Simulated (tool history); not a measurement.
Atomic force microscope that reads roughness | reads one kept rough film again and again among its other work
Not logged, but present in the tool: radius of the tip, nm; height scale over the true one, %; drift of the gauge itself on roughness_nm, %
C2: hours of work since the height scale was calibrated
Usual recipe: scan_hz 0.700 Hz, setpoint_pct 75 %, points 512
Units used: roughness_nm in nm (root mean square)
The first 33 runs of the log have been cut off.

Run 34, hour 454.9: usual settings but scan_hz 3.899 Hz; pictures with this tip 279; C2 49. Result: roughness_nm 1.620 nm (root mean square).
At hour 465.2: height scale calibrated on a step standard, once more.
At hour 465.7: new tip fitted.
Run 35, hour 470.7: usual settings but setpoint_pct 68 %, points 281; pictures with this tip 7; C2 4. Result: roughness_nm 2.011 nm (root mean square).
Run 36, hour 479.5: usual settings but setpoint_pct 70 %, points 834; pictures with this tip 18; C2 10. Result: roughness_nm 2.014 nm (root mean square).
Run 37, hour 495.7: usual settings but setpoint_pct 70 %, points 834; pictures with this tip 40; C2 22. Result: roughness_nm 2.001 nm (root mean square).
Run 38, hour 507.1: usual settings but setpoint_pct 70 %, points 834; pictures with this tip 56; C2 31. Result: roughness_nm 2.009 nm (root mean square).
Run 39, hour 525.8: usual settings but scan_hz 1.596 Hz, setpoint_pct 82 %; pictures with this tip 81; C2 44. Result: roughness_nm 1.789 nm (root mean square).
Run 40, hour 534.3: usual settings but scan_hz 1.596 Hz, setpoint_pct 82 %; pictures with this tip 92; C2 51. Result: roughness_nm 1.793 nm (root mean square).
Run 41, hour 544.3: usual settings but setpoint_pct 85 %, points 534; pictures with this tip 106; C2 58. Result: roughness_nm 1.912 nm (root mean square).
Run 42, hour 553.2: usual settings but scan_hz 1.856 Hz, setpoint_pct 80 %, points 325; pictures with this tip 118; C2 64. Result: roughness_nm 1.772 nm (root mean square).
Run 43, hour 565.5: usual settings but scan_hz 1.926 Hz, setpoint_pct 89 %, points 422; pictures with this tip 135; C2 74. Result: roughness_nm 1.629 nm (root mean square).
Run 44, hour 574.0: usual settings but scan_hz 1.926 Hz, setpoint_pct 89 %, points 422; pictures with this tip 146; C2 80. Result: roughness_nm 1.628 nm (root mean square).
Run 45, hour 583.7: usual settings but scan_hz 1.926 Hz, setpoint_pct 59 %, points 500; pictures with this tip 159; C2 87. Result: roughness_nm 1.966 nm (root mean square).
Run 46, hour 594.8: usual settings but scan_hz 1.926 Hz, setpoint_pct 57 %, points 305; pictures with this tip 174; C2 95. Result: roughness_nm 1.962 nm (root mean square).
Run 47, hour 611.1: usual settings but scan_hz 1.926 Hz, points 610; pictures with this tip 196; C2 107. Result: roughness_nm 1.809 nm (root mean square).
Run 48, hour 625.3: usual settings but setpoint_pct 68 %, points 862; pictures with this tip 215; C2 118. Result: roughness_nm 1.980 nm (root mean square).
Run 49, hour 643.6: usual settings but setpoint_pct 68 %, points 862; pictures with this tip 240; C2 131. Result: roughness_nm 1.978 nm (root mean square).
Run 50, hour 653.7: usual settings but setpoint_pct 68 %, points 862; pictures with this tip 254; C2 138. Result: roughness_nm 1.974 nm (root mean square).

Here are 3 independent what-if runs from the current tool condition. What would each one return?
Run A, hour 662.5: usual settings but setpoint_pct 68 %, points 731; pictures with this tip 265; C2 145. Result: roughness_nm ?.
Run B, hour 662.5: usual settings but scan_hz 1.773 Hz, setpoint_pct 65 %, points 590; pictures with this tip 265; C2 145. Result: roughness_nm ?.
Run C, hour 662.5: usual settings but setpoint_pct 64 %, points 862; pictures with this tip 265; C2 145. Result: roughness_nm ?.

run  roughness_nm
  A         1.982
  B         1.910
  C         1.988
What these runs would have given with no unlogged condition in the tool:
run  roughness_nm
  A         2.026
  B         1.954
  C         2.033
